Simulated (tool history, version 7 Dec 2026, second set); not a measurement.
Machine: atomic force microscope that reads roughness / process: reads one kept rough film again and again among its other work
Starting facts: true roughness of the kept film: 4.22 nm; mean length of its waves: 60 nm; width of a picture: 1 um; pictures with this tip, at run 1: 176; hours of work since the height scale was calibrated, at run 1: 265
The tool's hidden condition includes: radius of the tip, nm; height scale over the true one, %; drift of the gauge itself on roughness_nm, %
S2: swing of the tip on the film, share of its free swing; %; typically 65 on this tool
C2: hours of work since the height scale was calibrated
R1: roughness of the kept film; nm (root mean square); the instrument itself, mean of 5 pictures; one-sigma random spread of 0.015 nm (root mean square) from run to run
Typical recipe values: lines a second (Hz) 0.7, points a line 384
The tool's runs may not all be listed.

{"run": 1, "day": 0.0, "lines a second (Hz)": 0.7, "S2": 65, "points a line": 384, "pictures with this tip": 176, "C2": 265, "R1": 3.836}
{"run": 2, "day": 0.283, "lines a second (Hz)": 0.7, "S2": 65, "points a line": 384, "pictures with this tip": 185, "C2": 268, "R1": 3.835}
{"run": 3, "day": 0.733, "lines a second (Hz)": 0.7, "S2": 65, "points a line": 384, "pictures with this tip": 199, "C2": 274, "R1": 3.831}
{"run": 4, "day": 1.254, "lines a second (Hz)": 0.7, "S2": 65, "points a line": 384, "pictures with this tip": 216, "C2": 280, "R1": 3.818}
{"run": 5, "day": 1.612, "lines a second (Hz)": 0.7, "S2": 65, "points a line": 384, "pictures with this tip": 227, "C2": 285, "R1": 3.818}
{"run": 6, "day": 2.15, "lines a second (Hz)": 0.7, "S2": 65, "points a line": 384, "pictures with this tip": 245, "C2": 292, "R1": 3.807}
{"day": 2.492, "done": "new tip fitted"}
{"run": 7, "day": 2.579, "lines a second (Hz)": 0.7, "S2": 65, "points a line": 384, "pictures with this tip": 3, "C2": 297, "R1": 3.963}
{"run": 8, "day": 2.958, "lines a second (Hz)": 0.7, "S2": 65, "points a line": 384, "pictures with this tip": 15, "C2": 302, "R1": 3.946}
{"run": 9, "day": 3.212, "lines a second (Hz)": 0.7, "S2": 65, "points a line": 384, "pictures with this tip": 23, "C2": 305, "R1": 3.951}
{"run": 10, "day": 3.55, "lines a second (Hz)": 1.969, "S2": 65, "points a line": 384, "pictures with this tip": 34, "C2": 309, "R1": 3.702}
{"run": 11, "day": 4.079, "lines a second (Hz)": 1.969, "S2": 65, "points a line": 351, "pictures with this tip": 51, "C2": 316, "R1": 3.7}
{"run": 12, "day": 4.396, "lines a second (Hz)": 0.7, "S2": 65, "points a line": 384, "pictures with this tip": 61, "C2": 320, "R1": 3.901}
{"run": 13, "day": 4.675, "lines a second (Hz)": 0.7, "S2": 65, "points a line": 384, "pictures with this tip": 70, "C2": 323, "R1": 3.923}
{"run": 14, "day": 4.958, "lines a second (Hz)": 0.7, "S2": 65, "points a line": 336, "pictures with this tip": 79, "C2": 327, "R1": 3.914}
{"run": 15, "day": 5.317, "lines a second (Hz)": 0.88, "S2": 65, "points a line": 384, "pictures with this tip": 91, "C2": 332, "R1": 3.864}
{"run": 16, "day": 5.858, "lines a second (Hz)": 0.7, "S2": 65, "points a line": 384, "pictures with this tip": 108, "C2": 338, "R1": 3.889}
{"run": 17, "day": 6.242, "lines a second (Hz)": 0.7, "S2": 65, "points a line": 507, "pictures with this tip": 120, "C2": 343, "R1": 3.867}
{"run": 18, "day": 6.525, "lines a second (Hz)": 0.7, "S2": 65, "points a line": 507, "pictures with this tip": 129, "C2": 347, "R1": 3.874}
{"run": 19, "day": 6.983, "lines a second (Hz)": 0.7, "S2": 65, "points a line": 384, "pictures with this tip": 144, "C2": 353, "R1": 3.862}
{"run": 20, "day": 7.462, "lines a second (Hz)": 0.7, "S2": 65, "points a line": 715, "pictures with this tip": 159, "C2": 359, "R1": 3.875}
{"run": 21, "day": 7.942, "lines a second (Hz)": 0.7, "S2": 65, "points a line": 375, "pictures with this tip": 175, "C2": 365, "R1": 3.824}
{"run": 22, "day": 8.171, "lines a second (Hz)": 3.737, "S2": 65, "points a line": 384, "pictures with this tip": 182, "C2": 368, "R1": 3.377}
{"run": 23, "day": 8.575, "lines a second (Hz)": 3.737, "S2": 65, "points a line": 384, "pictures with this tip": 195, "C2": 373, "R1": 3.404}
{"run": 24, "day": 9.079, "lines a second (Hz)": 3.737, "S2": 65, "points a line": 384, "pictures with this tip": 211, "C2": 379, "R1": 3.367}
{"run": 25, "day": 9.488, "lines a second (Hz)": 0.952, "S2": 65, "points a line": 384, "pictures with this tip": 225, "C2": 384, "R1": 3.768}
{"run": 26, "day": 9.775, "lines a second (Hz)": 0.952, "S2": 65, "points a line": 384, "pictures with this tip": 234, "C2": 388, "R1": 3.765}
{"run": 27, "day": 10.117, "lines a second (Hz)": 0.952, "S2": 65, "points a line": 384, "pictures with this tip": 245, "C2": 392, "R1": 3.771}
{"run": 28, "day": 10.362, "lines a second (Hz)": 0.952, "S2": 65, "points a line": 384, "pictures with this tip": 253, "C2": 395, "R1": 3.755}
{"day": 10.458, "done": "new tip fitted"}
{"run": 29, "day": 10.671, "lines a second (Hz)": 0.952, "S2": 89, "points a line": 384, "pictures with this tip": 7, "C2": 399, "R1": 3.532}
{"run": 30, "day": 10.929, "lines a second (Hz)": 0.952, "S2": 89, "points a line": 384, "pictures with this tip": 15, "C2": 402, "R1": 3.523}
{"run": 31, "day": 11.446, "lines a second (Hz)": 3.366, "S2": 85, "points a line": 330, "pictures with this tip": 32, "C2": 409, "R1": 2.784}
{"run": 32, "day": 11.858, "lines a second (Hz)": 0.605, "S2": 65, "points a line": 263, "pictures with this tip": 45, "C2": 414, "R1": 3.91}
{"run": 33, "day": 12.329, "lines a second (Hz)": 1.896, "S2": 80, "points a line": 621, "pictures with this tip": 60, "C2": 420, "R1": 3.358}
{"run": 34, "day": 12.592, "lines a second (Hz)": 1.896, "S2": 80, "points a line": 357, "pictures with this tip": 69, "C2": 423, "R1": 3.36}
{"run": 35, "day": 13.0, "lines a second (Hz)": 0.7, "S2": 65, "points a line": 278, "pictures with this tip": 82, "C2": 428, "R1": 3.882}
{"run": 36, "day": 13.292, "lines a second (Hz)": 2.212, "S2": 65, "points a line": 408, "pictures with this tip": 91, "C2": 432, "R1": 3.65}
{"run": 37, "day": 13.746, "lines a second (Hz)": 2.212, "S2": 65, "points a line": 408, "pictures with this tip": 106, "C2": 438, "R1": 3.631}
{"run": 38, "day": 14.188, "lines a second (Hz)": 2.212, "S2": 65, "points a line": 408, "pictures with this tip": 120, "C2": 444, "R1": 3.606}
{"run": 39, "day": 14.738, "lines a second (Hz)": 0.732, "S2": 65, "points a line": 385, "pictures with this tip": 137, "C2": 450, "R1": 3.859}
{"run": 40, "day": 15.238, "lines a second (Hz)": 0.7, "S2": 65, "points a line": 611, "pictures with this tip": 153, "C2": 457, "R1": 3.856}
{"run": 41, "day": 15.588, "lines a second (Hz)": 0.7, "S2": 65, "points a line": 611, "pictures with this tip": 165, "C2": 461, "R1": 3.847}
{"run": 42, "day": 16.096, "lines a second (Hz)": 0.7, "S2": 65, "points a line": 611, "pictures with this tip": 181, "C2": 468, "R1": 3.827}
{"run": 43, "day": 16.442, "lines a second (Hz)": 0.617, "S2": 65, "points a line": 384, "pictures with this tip": 192, "C2": 472, "R1": 3.835}
{"run": 44, "day": 16.746, "lines a second (Hz)": 2.349, "S2": 81, "points a line": 443, "pictures with this tip": 202, "C2": 476, "R1": 3.101}
{"run": 45, "day": 17.021, "lines a second (Hz)": 2.349, "S2": 81, "points a line": 443, "pictures with this tip": 211, "C2": 479, "R1": 3.12}
{"run": 46, "day": 17.392, "lines a second (Hz)": 0.7, "S2": 65, "points a line": 411, "pictures with this tip": 223, "C2": 484, "R1": 3.833}
{"run": 47, "day": 17.912, "lines a second (Hz)": 0.743, "S2": 60, "points a line": 384, "pictures with this tip": 239, "C2": 491, "R1": 3.823}
{"run": 48, "day": 18.146, "lines a second (Hz)": 0.959, "S2": 78, "points a line": 313, "pictures with this tip": 247, "C2": 494, "R1": 3.581}

Here are 5 independent what-if runs from the current tool condition. What would each one return?
{"day": 18.421, "done": "new tip fitted"}
{"run": "A", "day": 18.671, "lines a second (Hz)": 0.7, "S2": 60, "points a line": 831, "pictures with this tip": 8, "C2": 500, "R1": "?"}
{"day": 18.421, "done": "new tip fitted"}
{"run": "B", "day": 18.671, "lines a second (Hz)": 0.92, "S2": 75, "points a line": 313, "pictures with this tip": 8, "C2": 500, "R1": "?"}
{"day": 18.421, "done": "new tip fitted"}
{"run": "C", "day": 18.671, "lines a second (Hz)": 1.067, "S2": 55, "points a line": 379, "pictures with this tip": 8, "C2": 500, "R1": "?"}
{"day": 18.421, "done": "new tip fitted"}
{"run": "D", "day": 18.671, "lines a second (Hz)": 0.959, "S2": 78, "points a line": 470, "pictures with this tip": 8, "C2": 500, "R1": "?"}
{"day": 18.421, "done": "new tip fitted"}
{"run": "E", "day": 18.671, "lines a second (Hz)": 0.554, "S2": 78, "points a line": 313, "pictures with this tip": 8, "C2": 500, "R1": "?"}

run=A R1=3.989
run=B R1=3.78
run=C R1=3.987
run=D R1=3.725
run=E R1=3.857
What these runs would have given with no unlogged condition in the tool:
run=A R1=4.046
run=B R1=3.834
run=C R1=4.044
run=D R1=3.778
run=E R1=3.912
